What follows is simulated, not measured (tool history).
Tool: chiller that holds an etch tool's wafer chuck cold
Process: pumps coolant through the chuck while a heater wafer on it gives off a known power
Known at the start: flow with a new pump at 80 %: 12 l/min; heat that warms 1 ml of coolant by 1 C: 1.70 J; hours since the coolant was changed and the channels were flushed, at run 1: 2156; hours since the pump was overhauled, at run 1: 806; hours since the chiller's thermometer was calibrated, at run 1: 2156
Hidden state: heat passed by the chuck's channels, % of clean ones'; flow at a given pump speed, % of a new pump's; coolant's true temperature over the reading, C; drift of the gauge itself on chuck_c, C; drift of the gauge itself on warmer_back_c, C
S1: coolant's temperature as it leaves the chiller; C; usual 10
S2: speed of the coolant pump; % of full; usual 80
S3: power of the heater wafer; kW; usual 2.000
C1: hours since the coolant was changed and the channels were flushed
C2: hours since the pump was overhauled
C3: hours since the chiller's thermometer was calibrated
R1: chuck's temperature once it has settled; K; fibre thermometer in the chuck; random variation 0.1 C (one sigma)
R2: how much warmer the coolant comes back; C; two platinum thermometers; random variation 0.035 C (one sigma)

Run 1, hour 0.0: usual settings; C1 2156; C2 806; C3 2156. Result: R1 298.65 K, R2 5.99 C.
Run 2, hour 18.8: usual settings; C1 2175; C2 825; C3 2175. Result: R1 298.65 K, R2 5.96 C.
Run 3, hour 48.3: usual settings but S1 1 C; C1 2204; C2 854; C3 2204. Result: R1 289.75 K, R2 6.02 C.
Run 4, hour 67.0: usual settings but S3 1.516 kW; C1 2223; C2 873; C3 2223. Result: R1 295.15 K, R2 4.57 C.
Run 5, hour 80.1: usual settings but S3 1.516 kW; C1 2236; C2 886; C3 2236. Result: R1 294.95 K, R2 4.59 C.
Run 6, hour 107.6: usual settings but S3 1.516 kW; C1 2264; C2 914; C3 2264. Result: R1 295.05 K, R2 4.59 C.
Run 7, hour 132.9: usual settings but S3 1.516 kW; C1 2289; C2 939; C3 2289. Result: R1 295.05 K, R2 4.57 C.
Run 8, hour 160.3: usual settings but S3 1.516 kW; C1 2316; C2 966; C3 2316. Result: R1 294.95 K, R2 4.58 C.
Run 9, hour 180.0: usual settings but S3 1.516 kW; C1 2336; C2 986; C3 2336. Result: R1 294.95 K, R2 4.55 C.
Run 10, hour 211.2: usual settings; C1 2367; C2 1017; C3 2367. Result: R1 298.95 K, R2 6.07 C.
Run 11, hour 232.9: usual settings; C1 2389; C2 1039; C3 2389. Result: R1 299.05 K, R2 6.13 C.
Run 12, hour 258.4: usual settings but S1 6 C, S2 69 % of full; C1 2414; C2 1064; C3 2414. Result: R1 296.45 K, R2 7.04 C.
Run 13, hour 285.4: usual settings but S1 6 C, S2 69 % of full; C1 2441; C2 1091; C3 2441. Result: R1 296.65 K, R2 6.96 C.

The next listed run, before its measurement:
Run 14, hour 305.0: usual settings but S1 1 C, S2 81 % of full, S3 2.081 kW; C1 2461; C2 1111; C3 2461. Result: R1 ?, R2 ?.

Run 14 gave R1 290.25 K, R2 6.15 C.
Without the tool's hidden state the same run would have given R1 289.05 K, R2 5.97 C.
